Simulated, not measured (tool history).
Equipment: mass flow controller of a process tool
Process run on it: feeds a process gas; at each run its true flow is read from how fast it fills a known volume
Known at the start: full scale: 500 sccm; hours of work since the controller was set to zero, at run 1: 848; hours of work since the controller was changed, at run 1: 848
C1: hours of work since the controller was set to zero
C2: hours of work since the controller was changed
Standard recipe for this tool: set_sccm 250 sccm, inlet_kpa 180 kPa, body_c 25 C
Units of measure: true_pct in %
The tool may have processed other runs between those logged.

{"run": 1, "hour": 0.0, "set_sccm": 250, "inlet_kpa": 180, "body_c": 25, "C1": 848, "C2": 848, "true_pct": 99.33}
{"run": 2, "hour": 271.4, "set_sccm": 250, "inlet_kpa": 180, "body_c": 25, "C1": 1058, "C2": 1058, "true_pct": 99.45}
{"run": 3, "hour": 427.9, "set_sccm": 250, "inlet_kpa": 180, "body_c": 25, "C1": 1178, "C2": 1178, "true_pct": 99.29}
{"run": 4, "hour": 585.1, "set_sccm": 250, "inlet_kpa": 180, "body_c": 25, "C1": 1300, "C2": 1300, "true_pct": 99.34}
{"run": 5, "hour": 854.1, "set_sccm": 250, "inlet_kpa": 211, "body_c": 25, "C1": 1508, "C2": 1508, "true_pct": 99.3}
{"run": 6, "hour": 1037.7, "set_sccm": 420, "inlet_kpa": 180, "body_c": 25, "C1": 1649, "C2": 1649, "true_pct": 99.78}
{"run": 7, "hour": 1186.4, "set_sccm": 420, "inlet_kpa": 180, "body_c": 25, "C1": 1764, "C2": 1764, "true_pct": 99.62}
{"run": 8, "hour": 1307.8, "set_sccm": 420, "inlet_kpa": 180, "body_c": 25, "C1": 1858, "C2": 1858, "true_pct": 99.86}
{"run": 9, "hour": 1453.4, "set_sccm": 420, "inlet_kpa": 180, "body_c": 25, "C1": 1970, "C2": 1970, "true_pct": 99.89}
{"run": 10, "hour": 1613.8, "set_sccm": 420, "inlet_kpa": 180, "body_c": 25, "C1": 2094, "C2": 2094, "true_pct": 99.75}
{"run": 11, "hour": 1859.0, "set_sccm": 401, "inlet_kpa": 180, "body_c": 25, "C1": 2283, "C2": 2283, "true_pct": 99.85}
{"run": 12, "hour": 2023.0, "set_sccm": 250, "inlet_kpa": 180, "body_c": 25, "C1": 2410, "C2": 2410, "true_pct": 99.38}
{"run": 13, "hour": 2224.2, "set_sccm": 250, "inlet_kpa": 180, "body_c": 25, "C1": 2565, "C2": 2565, "true_pct": 99.37}
{"run": 14, "hour": 2398.6, "set_sccm": 250, "inlet_kpa": 180, "body_c": 25, "C1": 2700, "C2": 2700, "true_pct": 99.25}
{"run": 15, "hour": 2580.9, "set_sccm": 250, "inlet_kpa": 180, "body_c": 25, "C1": 2840, "C2": 2840, "true_pct": 99.32}
{"run": 16, "hour": 2789.6, "set_sccm": 250, "inlet_kpa": 197, "body_c": 25, "C1": 3001, "C2": 3001, "true_pct": 99.43}
{"run": 17, "hour": 2961.0, "set_sccm": 250, "inlet_kpa": 197, "body_c": 25, "C1": 3134, "C2": 3134, "true_pct": 99.33}
{"run": 18, "hour": 3237.9, "set_sccm": 250, "inlet_kpa": 180, "body_c": 23, "C1": 3347, "C2": 3347, "true_pct": 99.17}
{"run": 19, "hour": 3425.7, "set_sccm": 250, "inlet_kpa": 180, "body_c": 23, "C1": 3492, "C2": 3492, "true_pct": 99.1}
{"run": 20, "hour": 3701.7, "set_sccm": 250, "inlet_kpa": 180, "body_c": 23, "C1": 3705, "C2": 3705, "true_pct": 99.25}
{"run": 21, "hour": 3940.4, "set_sccm": 250, "inlet_kpa": 180, "body_c": 23, "C1": 3890, "C2": 3890, "true_pct": 99.27}
{"run": 22, "hour": 4119.5, "set_sccm": 250, "inlet_kpa": 180, "body_c": 23, "C1": 4028, "C2": 4028, "true_pct": 99.21}
{"run": 23, "hour": 4329.4, "set_sccm": 250, "inlet_kpa": 180, "body_c": 23, "C1": 4190, "C2": 4190, "true_pct": 99.2}
{"run": 24, "hour": 4573.9, "set_sccm": 250, "inlet_kpa": 180, "body_c": 23, "C1": 4378, "C2": 4378, "true_pct": 99.2}
{"run": 25, "hour": 4823.0, "set_sccm": 230, "inlet_kpa": 248, "body_c": 25, "C1": 4571, "C2": 4571, "true_pct": 99.34}
{"run": 26, "hour": 5086.0, "set_sccm": 250, "inlet_kpa": 171, "body_c": 40, "C1": 4774, "C2": 4774, "true_pct": 101.08}
{"run": 27, "hour": 5334.2, "set_sccm": 66, "inlet_kpa": 180, "body_c": 23, "C1": 4965, "C2": 4965, "true_pct": 98.66}
{"run": 28, "hour": 5582.4, "set_sccm": 66, "inlet_kpa": 180, "body_c": 23, "C1": 5157, "C2": 5157, "true_pct": 98.67}
{"run": 29, "hour": 5785.7, "set_sccm": 66, "inlet_kpa": 180, "body_c": 39, "C1": 5314, "C2": 5314, "true_pct": 100.57}
{"run": 30, "hour": 5974.5, "set_sccm": 250, "inlet_kpa": 146, "body_c": 25, "C1": 5459, "C2": 5459, "true_pct": 99.27}
{"run": 31, "hour": 6194.6, "set_sccm": 339, "inlet_kpa": 225, "body_c": 27, "C1": 5629, "C2": 5629, "true_pct": 99.8}
{"run": 32, "hour": 6331.2, "set_sccm": 339, "inlet_kpa": 225, "body_c": 27, "C1": 5735, "C2": 5735, "true_pct": 99.87}
{"run": 33, "hour": 6553.4, "set_sccm": 76, "inlet_kpa": 235, "body_c": 23, "C1": 5906, "C2": 5906, "true_pct": 98.85}
{"run": 34, "hour": 6779.9, "set_sccm": 92, "inlet_kpa": 220, "body_c": 29, "C1": 6081, "C2": 6081, "true_pct": 99.51}
{"run": 35, "hour": 7033.7, "set_sccm": 92, "inlet_kpa": 220, "body_c": 29, "C1": 6277, "C2": 6277, "true_pct": 99.34}
{"run": 36, "hour": 7193.2, "set_sccm": 92, "inlet_kpa": 220, "body_c": 29, "C1": 6400, "C2": 6400, "true_pct": 99.59}
{"run": 37, "hour": 7469.0, "set_sccm": 92, "inlet_kpa": 220, "body_c": 29, "C1": 6613, "C2": 6613, "true_pct": 99.6}
{"hour": 7537.2, "done": "controller exchanged for a calibrated one"}
{"run": 38, "hour": 7713.7, "set_sccm": 92, "inlet_kpa": 220, "body_c": 29, "C1": 136, "C2": 136, "true_pct": 99.48}
{"run": 39, "hour": 7969.5, "set_sccm": 92, "inlet_kpa": 220, "body_c": 29, "C1": 334, "C2": 334, "true_pct": 99.52}
{"run": 40, "hour": 8234.6, "set_sccm": 92, "inlet_kpa": 216, "body_c": 21, "C1": 538, "C2": 538, "true_pct": 98.65}
{"run": 41, "hour": 8511.3, "set_sccm": 92, "inlet_kpa": 216, "body_c": 21, "C1": 752, "C2": 752, "true_pct": 98.58}
{"run": 42, "hour": 8653.3, "set_sccm": 168, "inlet_kpa": 216, "body_c": 29, "C1": 861, "C2": 861, "true_pct": 99.64}
{"run": 43, "hour": 8833.2, "set_sccm": 168, "inlet_kpa": 216, "body_c": 29, "C1": 1000, "C2": 1000, "true_pct": 99.56}
{"run": 44, "hour": 9110.6, "set_sccm": 88, "inlet_kpa": 271, "body_c": 25, "C1": 1214, "C2": 1214, "true_pct": 99.07}
{"run": 45, "hour": 9307.4, "set_sccm": 88, "inlet_kpa": 271, "body_c": 25, "C1": 1366, "C2": 1366, "true_pct": 99.06}
{"run": 46, "hour": 9529.7, "set_sccm": 88, "inlet_kpa": 271, "body_c": 25, "C1": 1538, "C2": 1538, "true_pct": 99.21}
{"run": 47, "hour": 9687.7, "set_sccm": 260, "inlet_kpa": 180, "body_c": 32, "C1": 1660, "C2": 1660, "true_pct": 100.22}
{"run": 48, "hour": 9832.0, "set_sccm": 413, "inlet_kpa": 180, "body_c": 22, "C1": 1771, "C2": 1771, "true_pct": 99.33}

Take each entry between the runs: how does the hidden state at the last listed run before it differ from the hidden state at the first listed run after it?
Between runs 37 and 38: controller exchanged for a calibrated one (hour 7537.2)
  flow at rest that the sensor doesn't see, % of full scale: 0.005 -> 0; true flow over the shown one, %: 0.02 -> 0

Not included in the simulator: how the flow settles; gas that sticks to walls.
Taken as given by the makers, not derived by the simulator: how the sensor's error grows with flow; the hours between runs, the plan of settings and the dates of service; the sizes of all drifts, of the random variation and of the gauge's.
